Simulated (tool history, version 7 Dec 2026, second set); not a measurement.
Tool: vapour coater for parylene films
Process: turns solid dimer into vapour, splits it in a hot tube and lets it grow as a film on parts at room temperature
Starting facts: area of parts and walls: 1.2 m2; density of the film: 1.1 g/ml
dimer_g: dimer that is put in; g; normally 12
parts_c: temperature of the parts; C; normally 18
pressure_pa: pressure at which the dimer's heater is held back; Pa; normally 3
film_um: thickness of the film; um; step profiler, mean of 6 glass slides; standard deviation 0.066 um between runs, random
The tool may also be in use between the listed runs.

{"run": 1, "hour": 0.0, "dimer_g": 12, "parts_c": 18, "pressure_pa": 3, "film_um": 7.12}
{"run": 2, "hour": 38.4, "dimer_g": 12, "parts_c": 18, "pressure_pa": 3, "film_um": 6.92}
{"run": 3, "hour": 97.0, "dimer_g": 5, "parts_c": 18, "pressure_pa": 3, "film_um": 2.95}
{"run": 4, "hour": 129.8, "dimer_g": 5, "parts_c": 18, "pressure_pa": 3, "film_um": 2.87}
{"run": 5, "hour": 167.1, "dimer_g": 5, "parts_c": 18, "pressure_pa": 3, "film_um": 2.85}
{"run": 6, "hour": 208.8, "dimer_g": 12, "parts_c": 25, "pressure_pa": 3, "film_um": 6.14}
{"run": 7, "hour": 244.0, "dimer_g": 12, "parts_c": 25, "pressure_pa": 3, "film_um": 5.96}
{"hour": 289.2, "done": "trap's valve overhauled"}
{"run": 8, "hour": 308.8, "dimer_g": 6, "parts_c": 12, "pressure_pa": 11.88, "film_um": 3.47}
{"run": 9, "hour": 364.4, "dimer_g": 6, "parts_c": 18, "pressure_pa": 2.66, "film_um": 3.82}
{"run": 10, "hour": 409.2, "dimer_g": 6, "parts_c": 18, "pressure_pa": 2.66, "film_um": 3.93}
{"run": 11, "hour": 482.1, "dimer_g": 5, "parts_c": 20, "pressure_pa": 3, "film_um": 3.04}
{"run": 12, "hour": 537.8, "dimer_g": 5, "parts_c": 20, "pressure_pa": 3, "film_um": 2.99}

Branching from run 12: 4 alternative next runs. What would each branch give?
{"run": "A", "hour": 588.2, "dimer_g": 7, "parts_c": 14, "pressure_pa": 10.92, "film_um": "?"}
{"run": "B", "hour": 588.2, "dimer_g": 21, "parts_c": 19, "pressure_pa": 2.7, "film_um": "?"}
{"run": "C", "hour": 588.2, "dimer_g": 5, "parts_c": 15, "pressure_pa": 5.74, "film_um": "?"}
{"run": "D", "hour": 588.2, "dimer_g": 15, "parts_c": 20, "pressure_pa": 3, "film_um": "?"}

run=A film_um=3.8
run=B film_um=12.99
run=C film_um=2.92
run=D film_um=8.97
Without the tool's unlogged condition, the same runs would have read:
run=A film_um=4.03
run=B film_um=13.76
run=C film_um=3.09
run=D film_um=9.5

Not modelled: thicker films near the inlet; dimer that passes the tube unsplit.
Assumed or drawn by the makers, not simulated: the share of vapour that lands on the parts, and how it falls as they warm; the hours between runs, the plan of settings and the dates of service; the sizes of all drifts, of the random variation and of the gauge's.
